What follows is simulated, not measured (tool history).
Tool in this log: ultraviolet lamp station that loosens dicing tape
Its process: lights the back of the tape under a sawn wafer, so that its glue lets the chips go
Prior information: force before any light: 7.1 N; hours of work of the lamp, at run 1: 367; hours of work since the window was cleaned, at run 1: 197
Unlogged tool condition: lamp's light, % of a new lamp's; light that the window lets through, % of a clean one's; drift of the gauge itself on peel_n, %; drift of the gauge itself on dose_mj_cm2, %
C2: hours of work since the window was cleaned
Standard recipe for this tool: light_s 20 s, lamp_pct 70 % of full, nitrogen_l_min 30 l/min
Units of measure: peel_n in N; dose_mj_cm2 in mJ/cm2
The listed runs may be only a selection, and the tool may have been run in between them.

run 1 hour=0.0 | light_s=20 lamp_pct=70 nitrogen_l_min=30 | hours_of_work_of_the_lamp=367 C2=197 | peel_n=0.913 dose_mj_cm2=374
run 2 hour=51.0 | light_s=20 lamp_pct=70 nitrogen_l_min=30 | hours_of_work_of_the_lamp=399 C2=229 | peel_n=0.970 dose_mj_cm2=370
run 3 hour=94.0 | light_s=20 lamp_pct=70 nitrogen_l_min=30 | hours_of_work_of_the_lamp=425 C2=255 | peel_n=0.988 dose_mj_cm2=368
run 4 hour=167.4 | light_s=20 lamp_pct=70 nitrogen_l_min=28 | hours_of_work_of_the_lamp=471 C2=301 | peel_n=1.029 dose_mj_cm2=362
run 5 hour=204.6 | light_s=20 lamp_pct=70 nitrogen_l_min=30 | hours_of_work_of_the_lamp=494 C2=324 | peel_n=1.038 dose_mj_cm2=354
run 6 hour=254.0 | light_s=20 lamp_pct=70 nitrogen_l_min=30 | hours_of_work_of_the_lamp=524 C2=354 | peel_n=1.132 dose_mj_cm2=349
run 7 hour=318.0 | light_s=14 lamp_pct=70 nitrogen_l_min=30 | hours_of_work_of_the_lamp=564 C2=394 | peel_n=1.795 dose_mj_cm2=238
run 8 hour=350.9 | light_s=20 lamp_pct=70 nitrogen_l_min=30 | hours_of_work_of_the_lamp=584 C2=414 | peel_n=1.164 dose_mj_cm2=341
run 9 hour=384.7 | light_s=20 lamp_pct=70 nitrogen_l_min=30 | hours_of_work_of_the_lamp=605 C2=435 | peel_n=1.148 dose_mj_cm2=336
run 10 hour=437.6 | light_s=20 lamp_pct=70 nitrogen_l_min=30 | hours_of_work_of_the_lamp=638 C2=468 | peel_n=1.164 dose_mj_cm2=333
run 11 hour=500.5 | light_s=20 lamp_pct=80 nitrogen_l_min=19 | hours_of_work_of_the_lamp=677 C2=507 | peel_n=1.265 dose_mj_cm2=367
run 12 hour=554.1 | light_s=12 lamp_pct=96 nitrogen_l_min=19 | hours_of_work_of_the_lamp=710 C2=540 | peel_n=1.980 dose_mj_cm2=265
run 13 hour=590.9 | light_s=12 lamp_pct=81 nitrogen_l_min=56 | hours_of_work_of_the_lamp=733 C2=563 | peel_n=1.660 dose_mj_cm2=219
run 14 hour=641.4 | light_s=20 lamp_pct=76 nitrogen_l_min=17 | hours_of_work_of_the_lamp=764 C2=594 | peel_n=1.544 dose_mj_cm2=332
run 15 hour=695.6 | light_s=30 lamp_pct=70 nitrogen_l_min=15 | hours_of_work_of_the_lamp=798 C2=628 | peel_n=1.013 dose_mj_cm2=455
-- hour=712.0 window cleaned of glue's vapour
run 16 hour=756.4 | light_s=30 lamp_pct=70 nitrogen_l_min=12 | hours_of_work_of_the_lamp=835 C2=27 | peel_n=0.844 dose_mj_cm2=541
run 17 hour=814.2 | light_s=18 lamp_pct=80 nitrogen_l_min=14 | hours_of_work_of_the_lamp=871 C2=63 | peel_n=1.510 dose_mj_cm2=363
run 18 hour=846.9 | light_s=13 lamp_pct=64 nitrogen_l_min=55 | hours_of_work_of_the_lamp=891 C2=83 | peel_n=1.792 dose_mj_cm2=211
run 19 hour=924.6 | light_s=20 lamp_pct=70 nitrogen_l_min=15 | hours_of_work_of_the_lamp=939 C2=132 | peel_n=1.554 dose_mj_cm2=338
run 20 hour=993.5 | light_s=20 lamp_pct=100 nitrogen_l_min=58 | hours_of_work_of_the_lamp=982 C2=174 | peel_n=0.429 dose_mj_cm2=487

4 options for the next run, each taken on its own from the tool as it stands now. Forecast them:
run A hour=1063.0 | light_s=11 lamp_pct=61 nitrogen_l_min=10 | hours_of_work_of_the_lamp=1025 C2=217 | peel_n=? dose_mj_cm2=?
run B hour=1063.0 | light_s=20 lamp_pct=95 nitrogen_l_min=25 | hours_of_work_of_the_lamp=1025 C2=217 | peel_n=? dose_mj_cm2=?
run C hour=1063.0 | light_s=20 lamp_pct=95 nitrogen_l_min=30 | hours_of_work_of_the_lamp=1025 C2=217 | peel_n=? dose_mj_cm2=?
run D hour=1063.0 | light_s=15 lamp_pct=90 nitrogen_l_min=35 | hours_of_work_of_the_lamp=1025 C2=217 | peel_n=? dose_mj_cm2=?

run=A peel_n=3.860 dose_mj_cm2=158
run=B peel_n=0.773 dose_mj_cm2=449
run=C peel_n=0.685 dose_mj_cm2=449
run=D peel_n=1.190 dose_mj_cm2=315
What these runs would have given with no unlogged condition in the tool:
run=A peel_n=3.201 dose_mj_cm2=207
run=B peel_n=0.466 dose_mj_cm2=589
run=C peel_n=0.410 dose_mj_cm2=589
run=D peel_n=0.740 dose_mj_cm2=414
